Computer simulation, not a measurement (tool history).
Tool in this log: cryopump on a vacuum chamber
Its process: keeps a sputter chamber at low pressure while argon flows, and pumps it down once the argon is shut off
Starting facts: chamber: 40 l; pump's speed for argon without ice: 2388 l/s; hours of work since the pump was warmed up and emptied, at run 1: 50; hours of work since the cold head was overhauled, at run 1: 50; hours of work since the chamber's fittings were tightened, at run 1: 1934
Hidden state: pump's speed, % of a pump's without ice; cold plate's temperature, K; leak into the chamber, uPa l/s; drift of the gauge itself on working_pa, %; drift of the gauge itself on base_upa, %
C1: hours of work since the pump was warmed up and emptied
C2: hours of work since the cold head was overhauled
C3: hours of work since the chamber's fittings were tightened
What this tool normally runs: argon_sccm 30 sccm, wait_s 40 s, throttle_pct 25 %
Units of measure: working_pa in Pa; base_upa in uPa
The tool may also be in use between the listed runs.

{"run": 1, "hour": 0.0, "argon_sccm": 30, "wait_s": 40, "throttle_pct": 25, "C1": 50, "C2": 50, "C3": 1934, "working_pa": 0.0858, "base_upa": 0.9}
{"run": 2, "hour": 16.0, "argon_sccm": 30, "wait_s": 40, "throttle_pct": 25, "C1": 57, "C2": 57, "C3": 1941, "working_pa": 0.0856, "base_upa": 0.92}
{"run": 3, "hour": 36.1, "argon_sccm": 30, "wait_s": 40, "throttle_pct": 25, "C1": 67, "C2": 67, "C3": 1951, "working_pa": 0.0865, "base_upa": 0.93}
{"run": 4, "hour": 53.6, "argon_sccm": 30, "wait_s": 40, "throttle_pct": 25, "C1": 75, "C2": 75, "C3": 1959, "working_pa": 0.0859, "base_upa": 0.88}
{"run": 5, "hour": 71.5, "argon_sccm": 30, "wait_s": 40, "throttle_pct": 25, "C1": 83, "C2": 83, "C3": 1967, "working_pa": 0.0858, "base_upa": 0.88}
{"run": 6, "hour": 85.0, "argon_sccm": 30, "wait_s": 40, "throttle_pct": 25, "C1": 90, "C2": 90, "C3": 1974, "working_pa": 0.0868, "base_upa": 0.9}
{"run": 7, "hour": 96.4, "argon_sccm": 30, "wait_s": 286, "throttle_pct": 25, "C1": 95, "C2": 95, "C3": 1979, "working_pa": 0.0871, "base_upa": 0.59}
{"run": 8, "hour": 116.1, "argon_sccm": 30, "wait_s": 286, "throttle_pct": 25, "C1": 104, "C2": 104, "C3": 1988, "working_pa": 0.0867, "base_upa": 0.6}
{"run": 9, "hour": 125.2, "argon_sccm": 30, "wait_s": 286, "throttle_pct": 25, "C1": 109, "C2": 109, "C3": 1993, "working_pa": 0.0864, "base_upa": 0.57}
{"run": 10, "hour": 143.6, "argon_sccm": 30, "wait_s": 286, "throttle_pct": 25, "C1": 117, "C2": 117, "C3": 2001, "working_pa": 0.0865, "base_upa": 0.57}
{"run": 11, "hour": 155.5, "argon_sccm": 30, "wait_s": 286, "throttle_pct": 25, "C1": 123, "C2": 123, "C3": 2007, "working_pa": 0.0866, "base_upa": 0.54}
{"run": 12, "hour": 172.0, "argon_sccm": 30, "wait_s": 286, "throttle_pct": 25, "C1": 130, "C2": 130, "C3": 2014, "working_pa": 0.0859, "base_upa": 0.55}
{"run": 13, "hour": 182.4, "argon_sccm": 30, "wait_s": 27, "throttle_pct": 25, "C1": 135, "C2": 135, "C3": 2019, "working_pa": 0.0879, "base_upa": 1.15}
{"run": 14, "hour": 203.4, "argon_sccm": 30, "wait_s": 27, "throttle_pct": 25, "C1": 145, "C2": 145, "C3": 2029, "working_pa": 0.0876, "base_upa": 1.15}
{"run": 15, "hour": 219.7, "argon_sccm": 30, "wait_s": 27, "throttle_pct": 25, "C1": 153, "C2": 153, "C3": 2037, "working_pa": 0.0873, "base_upa": 1.12}
{"run": 16, "hour": 233.9, "argon_sccm": 30, "wait_s": 33, "throttle_pct": 25, "C1": 159, "C2": 159, "C3": 2043, "working_pa": 0.0888, "base_upa": 1.06}
{"run": 17, "hour": 252.0, "argon_sccm": 13, "wait_s": 34, "throttle_pct": 45, "C1": 168, "C2": 168, "C3": 2052, "working_pa": 0.0217, "base_upa": 1}
{"run": 18, "hour": 268.0, "argon_sccm": 30, "wait_s": 40, "throttle_pct": 45, "C1": 175, "C2": 175, "C3": 2059, "working_pa": 0.0502, "base_upa": 0.99}
{"run": 19, "hour": 289.0, "argon_sccm": 30, "wait_s": 193, "throttle_pct": 57, "C1": 185, "C2": 185, "C3": 2069, "working_pa": 0.0407, "base_upa": 0.69}
{"run": 20, "hour": 309.7, "argon_sccm": 24, "wait_s": 277, "throttle_pct": 42, "C1": 195, "C2": 195, "C3": 2079, "working_pa": 0.0438, "base_upa": 0.64}
{"run": 21, "hour": 321.8, "argon_sccm": 24, "wait_s": 111, "throttle_pct": 52, "C1": 201, "C2": 201, "C3": 2085, "working_pa": 0.0346, "base_upa": 0.73}
{"run": 22, "hour": 331.7, "argon_sccm": 24, "wait_s": 111, "throttle_pct": 52, "C1": 205, "C2": 205, "C3": 2089, "working_pa": 0.036, "base_upa": 0.7}
{"run": 23, "hour": 344.0, "argon_sccm": 18, "wait_s": 40, "throttle_pct": 18, "C1": 211, "C2": 211, "C3": 2095, "working_pa": 0.0741, "base_upa": 0.97}
{"run": 24, "hour": 357.7, "argon_sccm": 18, "wait_s": 40, "throttle_pct": 18, "C1": 217, "C2": 217, "C3": 2101, "working_pa": 0.073, "base_upa": 1}
{"run": 25, "hour": 370.0, "argon_sccm": 13, "wait_s": 40, "throttle_pct": 35, "C1": 223, "C2": 223, "C3": 2107, "working_pa": 0.0276, "base_upa": 0.99}

Forecast run 26:
{"run": 26, "hour": 380.5, "argon_sccm": 36, "wait_s": 192, "throttle_pct": 47, "C1": 228, "C2": 228, "C3": 2112, "working_pa": "?", "base_upa": "?"}

Run 26 yielded working_pa 0.0589 Pa, base_upa 0.67 uPa.
Take away the tool's hidden state, keep the run-to-run variation as it was, and the same run would have given working_pa 0.0535 Pa, base_upa 0.19 uPa.
